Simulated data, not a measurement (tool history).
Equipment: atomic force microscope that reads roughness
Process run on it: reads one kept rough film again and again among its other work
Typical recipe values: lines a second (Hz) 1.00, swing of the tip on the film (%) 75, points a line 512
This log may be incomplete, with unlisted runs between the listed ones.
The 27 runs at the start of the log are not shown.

run   hour  lines a second (Hz)  swing of the tip on the film (%)  points a line  roughness of the kept film (nm (root mean square))
 28  319.1                 0.80                                75            934                                               2.866
 29  335.7                 0.80                                59            524                                               2.822
     337.6  -- new tip fitted
 30  347.6                 0.80                                59            524                                               3.945
 31  361.9                 1.19                                64            410                                               3.722
 32  378.3                 1.19                                64            410                                               3.587
 33  385.1                 1.19                                64            410                                               3.524
 34  392.1                 1.15                                75            512                                               3.404
 35  402.8                 1.15                                75            512                                               3.356
 36  410.5                 1.15                                75            512                                               3.264
 37  419.7                 1.15                                75            512                                               3.223
 38  431.4                 1.15                                75            512                                               3.114
 39  438.2                 2.63                                83            512                                               2.741
 40  448.0                 2.63                                89            512                                               2.554
 41  455.8                 2.63                                89            512                                               2.529
 42  468.5                 2.28                                89            512                                               2.525
 43  478.2                 2.28                                89            512                                               2.485
 44  486.1                 0.92                                82            292                                               2.736
 45  496.5                 0.78                                75            322                                               2.757
 46  503.6                 1.74                                75            335                                               2.630
     506.6  -- new tip fitted
 47  520.2                 0.70                                56            585                                               3.898
 48  534.8                 0.70                                56            585                                               3.772

Forecast run 49:
 49  547.0                 0.70                                56            585                                                   ?

Run 49 produced roughness of the kept film (nm (root mean square)) 3.665.
Take away the tool's hidden state, keep the run-to-run variation as it was, and the same run would have given roughness of the kept film (nm (root mean square)) 4.105.

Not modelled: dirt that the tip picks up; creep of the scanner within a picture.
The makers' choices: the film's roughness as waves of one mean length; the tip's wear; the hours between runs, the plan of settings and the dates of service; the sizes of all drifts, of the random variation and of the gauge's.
